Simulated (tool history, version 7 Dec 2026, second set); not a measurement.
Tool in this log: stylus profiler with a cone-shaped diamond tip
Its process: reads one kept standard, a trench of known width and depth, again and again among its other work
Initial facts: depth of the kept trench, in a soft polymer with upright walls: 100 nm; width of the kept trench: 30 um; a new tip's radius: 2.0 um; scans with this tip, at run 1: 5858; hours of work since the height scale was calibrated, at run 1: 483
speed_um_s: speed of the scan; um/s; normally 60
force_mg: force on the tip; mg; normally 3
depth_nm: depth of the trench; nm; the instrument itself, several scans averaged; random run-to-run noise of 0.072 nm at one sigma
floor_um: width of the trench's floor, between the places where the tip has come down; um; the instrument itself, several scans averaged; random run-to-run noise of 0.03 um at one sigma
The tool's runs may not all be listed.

run   hour  speed_um_s  force_mg  scans with this tip  hours of work since the height scale was calibrated  depth_nm  floor_um
  1      0          60         3                 5858                                                  483    101.24     28.35
  2   14.3          60      2.47                 5962                                                  491    101.09     28.33
  3   25.6          60      1.35                 6043                                                  498    100.93     28.23
  4   34.9          60      1.35                 6110                                                  504    100.87     28.22
  5   54.9          60      1.35                 6255                                                  515    100.78     28.24
  6   63.7          60      1.35                 6318                                                  521    100.86     28.27
  7   74.3          60      1.35                 6395                                                  527    100.85     28.18
  8   89.8          60      5.64                 6506                                                  536    101.81     28.43
  9    107          60      5.64                 6630                                                  546    101.79     28.46
 10  123.8          20      5.64                 6751                                                  556    101.86     28.52
 11    137          20      5.64                 6846                                                  564    101.87     28.52
 12  154.2          20      5.64                 6970                                                  574    101.63     28.57
 13  170.8          20      5.64                 7090                                                  584    101.82      28.5
 14  181.1          36      5.64                 7165                                                  590    101.86     28.47
 15  198.2          18         3                 7288                                                  601    101.28     28.47
 16  206.5          18         3                 7348                                                  606    101.36     28.54
 17  217.1          18         3                 7424                                                  612    101.33     28.44
 18  234.7          60         3                 7551                                                  622    101.42     28.31
 19  248.3          60         3                 7649                                                  630    101.29     28.34
 20  260.3          60         3                 7736                                                  638    101.34     28.26
 21  274.7          60         3                 7840                                                  646    101.36     28.33
 22  293.3          60         3                 7974                                                  657    101.33     28.34
 23  309.5          60         3                 8090                                                  667    101.47     28.32
 24  325.4          60      3.65                 8205                                                  676    101.57     28.32
 25  333.7          82       2.3                 8265                                                  681    101.25     28.14
 26  347.5          57      1.17                 8364                                                  689     100.9     28.16
 27  360.5          16       4.7                 8459                                                  697    101.58      28.5
 28  379.6          16       4.7                 8597                                                  708    101.61     28.52
 29  399.2          15      5.32                 8737                                                  720    101.91     28.48
 30  409.9          54      2.19                 8815                                                  727    101.18     28.29
 31    426          54      2.19                 8931                                                  736     101.2     28.26
 32  436.8         215         3                 9009                                                  742    101.37     27.65
 33  453.1          27      2.09                 9126                                                  752    101.14     28.38
 34  463.6          27      2.09                 9202                                                  758    101.04     28.36
 35  478.6          27      2.09                 9310                                                  767    101.09     28.38
 36  486.8          18      2.09                 9370                                                  772     101.2     28.44
 37  506.3          18      2.09                 9510                                                  784    101.13     28.46
 38  522.3          18      2.09                 9625                                                  793    101.25     28.47
 39  538.7         177      1.69                 9744                                                  803    100.97      27.5
 40  549.6          74      1.21                 9822                                                  810    100.95     28.01
 41  562.9         114      5.51                 9918                                                  817    101.91      28.2
 42  582.1          16      3.35                10057                                                  829    101.47     28.43
 43  591.7          57      6.14                10126                                                  835    102.14      28.4
 44    604          57      6.14                10215                                                  842    102.08     28.32
 45  612.3          60      1.32                10275                                                  847    101.02     28.13
 46    626          60      3.54                10374                                                  855    101.59     28.21
 47  641.2         127      1.14                10483                                                  864    100.93     27.62

Forecast each of these 3 alternatives for the next run:
  A  652.9          40      2.29                10568                                                  871         ?         ?
  B  652.9          29      5.12                10568                                                  871         ?         ?
  C  652.9         102      1.86                10568                                                  871         ?         ?

run  depth_nm  floor_um
  A    101.26     28.31
  B    101.95     28.41
  C    101.05     27.96
Without the tool's hidden state the same runs would have given:
run  depth_nm  floor_um
  A    100.83     28.57
  B    101.52     28.67
  C    100.62     28.22

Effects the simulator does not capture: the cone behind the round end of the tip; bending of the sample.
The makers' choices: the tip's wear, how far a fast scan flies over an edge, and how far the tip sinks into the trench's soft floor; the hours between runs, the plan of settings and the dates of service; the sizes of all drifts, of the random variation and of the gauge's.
